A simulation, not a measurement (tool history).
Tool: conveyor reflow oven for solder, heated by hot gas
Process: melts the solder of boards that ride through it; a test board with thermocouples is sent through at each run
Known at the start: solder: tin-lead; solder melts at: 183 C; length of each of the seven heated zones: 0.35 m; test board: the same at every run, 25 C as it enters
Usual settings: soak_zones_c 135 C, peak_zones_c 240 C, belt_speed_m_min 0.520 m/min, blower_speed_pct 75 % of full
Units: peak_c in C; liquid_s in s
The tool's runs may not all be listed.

Run 1, day 0.000: usual settings. Result: peak_c 223.1 C, liquid_s 65.3 s.
Run 2, day 1.596: usual settings but blower_speed_pct 53 % of full. Result: peak_c 218.6 C, liquid_s 61.1 s.
Run 3, day 2.329: usual settings but blower_speed_pct 53 % of full. Result: peak_c 218.3 C, liquid_s 61.3 s.
Run 4, day 3.146: usual settings but soak_zones_c 134 C. Result: peak_c 222.3 C, liquid_s 64.5 s.
Run 5, day 4.629: usual settings but soak_zones_c 134 C. Result: peak_c 221.6 C, liquid_s 64.2 s.
Run 6, day 5.921: usual settings but peak_zones_c 255 C. Result: peak_c 235.6 C, liquid_s 73.1 s.
Run 7, day 7.200: usual settings but peak_zones_c 255 C. Result: peak_c 235.0 C, liquid_s 73.2 s.
Run 8, day 8.529: usual settings. Result: peak_c 221.1 C, liquid_s 64.9 s.
Run 9, day 10.088: usual settings. Result: peak_c 221.2 C, liquid_s 64.2 s.
Run 10, day 10.742: usual settings. Result: peak_c 221.1 C, liquid_s 64.1 s.
Run 11, day 11.667: usual settings but belt_speed_m_min 0.496 m/min. Result: peak_c 222.3 C, liquid_s 68.0 s.
Run 12, day 12.517: usual settings but soak_zones_c 127 C. Result: peak_c 219.2 C, liquid_s 59.9 s.
Run 13, day 13.562: usual settings but soak_zones_c 134 C, belt_speed_m_min 0.482 m/min. Result: peak_c 223.3 C, liquid_s 70.6 s.
Run 14, day 14.233: usual settings but soak_zones_c 134 C, belt_speed_m_min 0.482 m/min. Result: peak_c 222.6 C, liquid_s 70.6 s.
Run 15, day 15.671: usual settings but soak_zones_c 134 C, belt_speed_m_min 0.471 m/min, blower_speed_pct 73 % of full. Result: peak_c 222.5 C, liquid_s 72.6 s.
At day 15.967: flux residue cleaned out of gas plates and filters.
Run 16, day 16.883: usual settings but soak_zones_c 124 C, belt_speed_m_min 0.425 m/min, blower_speed_pct 70 % of full. Result: peak_c 222.1 C, liquid_s 76.3 s.
Run 17, day 17.617: usual settings but soak_zones_c 124 C, belt_speed_m_min 0.425 m/min, blower_speed_pct 70 % of full. Result: peak_c 222.3 C, liquid_s 75.5 s.
Run 18, day 18.483: usual settings but blower_speed_pct 77 % of full. Result: peak_c 217.6 C, liquid_s 61.0 s.
Run 19, day 19.446: usual settings but soak_zones_c 123 C, peak_zones_c 239 C, belt_speed_m_min 0.561 m/min, blower_speed_pct 85 % of full. Result: peak_c 212.0 C, liquid_s 48.0 s.
Run 20, day 20.804: usual settings but soak_zones_c 123 C, peak_zones_c 239 C, belt_speed_m_min 0.561 m/min, blower_speed_pct 85 % of full. Result: peak_c 211.7 C, liquid_s 47.3 s.
Run 21, day 21.971: usual settings but soak_zones_c 123 C, peak_zones_c 239 C, belt_speed_m_min 0.561 m/min, blower_speed_pct 85 % of full. Result: peak_c 211.1 C, liquid_s 47.3 s.
Run 22, day 23.162: usual settings but soak_zones_c 139 C, peak_zones_c 232 C, belt_speed_m_min 0.561 m/min, blower_speed_pct 85 % of full. Result: peak_c 208.9 C, liquid_s 50.0 s.
Run 23, day 24.604: usual settings but soak_zones_c 129 C, peak_zones_c 249 C, belt_speed_m_min 0.555 m/min, blower_speed_pct 66 % of full. Result: peak_c 218.2 C, liquid_s 54.4 s.

3 ways to go on from here, each from the tool as it stands after run 23. What would each give?
At day 25.292: flux residue cleaned out of gas plates and filters, once more.
Run A, day 25.683: usual settings but soak_zones_c 134 C, peak_zones_c 241 C, belt_speed_m_min 0.571 m/min. Result: peak_c ?, liquid_s ?.
At day 25.292: flux residue cleaned out of gas plates and filters, once more.
Run B, day 25.683: usual settings but soak_zones_c 129 C, peak_zones_c 229 C, belt_speed_m_min 0.555 m/min, blower_speed_pct 71 % of full. Result: peak_c ?, liquid_s ?.
At day 25.292: flux residue cleaned out of gas plates and filters, once more.
Run C, day 25.683: usual settings but soak_zones_c 127 C, peak_zones_c 239 C, belt_speed_m_min 0.518 m/min. Result: peak_c ?, liquid_s ?.

run  peak_c  liquid_s
  A   222.0      59.3
  B   211.5      51.0
  C   222.9      64.2
Without the tool's hidden state the same runs would have given:
run  peak_c  liquid_s
  A   222.7      57.3
  B   212.2      49.5
  C   223.6      62.2
